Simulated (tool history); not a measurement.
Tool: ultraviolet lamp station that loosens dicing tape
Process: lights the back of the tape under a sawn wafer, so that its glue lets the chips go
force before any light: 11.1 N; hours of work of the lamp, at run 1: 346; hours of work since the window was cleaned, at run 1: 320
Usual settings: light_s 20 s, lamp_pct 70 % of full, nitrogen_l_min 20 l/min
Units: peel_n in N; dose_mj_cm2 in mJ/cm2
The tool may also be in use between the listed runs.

run    day  light_s  lamp_pct  nitrogen_l_min  hours of work of the lamp  hours of work since the window was cleaned  peel_n  dose_mj_cm2
  1      0       20        70              20                        346                                         320   0.889          227
  2  0.333       20        70              20                        351                                         325   0.882          221
  3  0.646       27        70              20                        354                                         328   0.457          296
  4  1.246       20        70              35                        362                                         336   0.653          221
  5  1.946       20        70              35                        371                                         345   0.632          216
  6  2.458       20        70              20                        377                                         351   0.913          216
  7  2.962       20        70              20                        383                                         357   0.929          217
  8  3.442       16        70              20                        389                                         363   1.437          174
  9  3.783       31        70               8                        393                                         367    0.72          328
 10  4.317       32        95              10                        400                                         374   0.306          467
 11  4.625       21        67               7                        404                                         378    1.86          212

Forecast each of these 3 alternatives for the next run:
  A  5.2       21        67               9                        411                                         385       ?            ?
  B  5.2       22        67               7                        411                                         385       ?            ?
  C  5.2       29        70              11                        411                                         385       ?            ?

run  peel_n  dose_mj_cm2
  A   1.608          216
  B    1.76          227
  C    0.66          310
Without the tool's hidden state the same runs would have given:
run  peel_n  dose_mj_cm2
  A   1.027          272
  B   1.135          285
  C   0.402          390
